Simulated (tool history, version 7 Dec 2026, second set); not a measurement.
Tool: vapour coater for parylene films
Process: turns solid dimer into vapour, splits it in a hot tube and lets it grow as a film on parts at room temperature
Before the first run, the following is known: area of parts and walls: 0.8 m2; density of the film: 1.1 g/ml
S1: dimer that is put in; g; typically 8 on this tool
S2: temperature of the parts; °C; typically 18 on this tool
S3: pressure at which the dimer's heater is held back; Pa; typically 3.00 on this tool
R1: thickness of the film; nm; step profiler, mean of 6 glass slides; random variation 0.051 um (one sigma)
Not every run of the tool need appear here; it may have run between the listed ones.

| run | day | S1 | S2 | S3 | R1 |
|---|---|---|---|---|---|
| 1 | 0.000 | 8 | 18 | 3.00 | 5860 |
| 2 | 0.808 | 8 | 18 | 3.00 | 5890 |
| 3 | 1.979 | 8 | 18 | 3.00 | 5860 |
| 4 | 3.008 | 8 | 18 | 3.00 | 5850 |
| 5 | 3.967 | 8 | 18 | 3.00 | 5830 |
| 6 | 5.200 | 8 | 18 | 3.00 | 5830 |
| 7 | 6.217 | 8 | 18 | 3.01 | 5850 |
| 8 | 7.554 | 8 | 18 | 3.00 | 5880 |
| 9 | 8.717 | 8 | 18 | 3.00 | 5840 |
| 10 | 9.942 | 8 | 18 | 3.00 | 5870 |
| 11 | 10.546 | 8 | 18 | 3.00 | 5810 |
| 12 | 11.829 | 8 | 18 | 3.00 | 5830 |
| 13 | 12.538 | 8 | 18 | 3.00 | 5860 |
| 14 | 13.417 | 8 | 18 | 3.00 | 5810 |
| 15 | 14.221 | 8 | 18 | 3.00 | 5900 |
| 16 | 15.162 | 8 | 18 | 3.00 | 5770 |
| 17 | 16.579 | 8 | 18 | 5.36 | 5460 |
| 18 | 17.475 | 8 | 18 | 5.36 | 5470 |
| 19 | 18.438 | 8 | 18 | 5.36 | 5430 |
| 20 | 19.021 | 8 | 18 | 3.00 | 5830 |
| 21 | 20.417 | 3 | 18 | 3.00 | 2250 |
| 22 | 21.379 | 3 | 18 | 3.00 | 2180 |
| 23 | 22.458 | 8 | 18 | 3.00 | 5850 |
| 24 | 23.508 | 7 | 18 | 10.12 | 4350 |
|  | 23.875 | trap's valve overhauled |
| 25 | 24.850 | 7 | 18 | 10.12 | 4390 |
| 26 | 25.750 | 7 | 12 | 3.38 | 6200 |
| 27 | 26.362 | 14 | 24 | 3.45 | 8220 |
| 28 | 27.108 | 8 | 26 | 5.90 | 4150 |
| 29 | 28.054 | 4 | 18 | 2.79 | 2990 |
| 30 | 29.208 | 4 | 18 | 2.79 | 2980 |
| 31 | 29.917 | 3 | 18 | 3.37 | 2160 |
| 32 | 31.008 | 3 | 18 | 3.37 | 2190 |
| 33 | 32.442 | 10 | 16 | 2.06 | 8160 |
| 34 | 33.029 | 9 | 16 | 2.83 | 7130 |
| 35 | 33.667 | 9 | 16 | 2.83 | 7080 |
| 36 | 34.288 | 9 | 16 | 2.83 | 7170 |
| 37 | 35.521 | 8 | 18 | 5.56 | 5450 |
| 38 | 36.125 | 11 | 27 | 5.56 | 5440 |

Run 39, settings as shown, results not yet in. Your forecast:
| 39 | 37.350 | 7 | 27 | 11.71 | ? |

For run 39 the tool returned R1 3240 nm.
Take away the tool's hidden state, keep the run-to-run variation as it was, and the same run would have given R1 3260 nm.
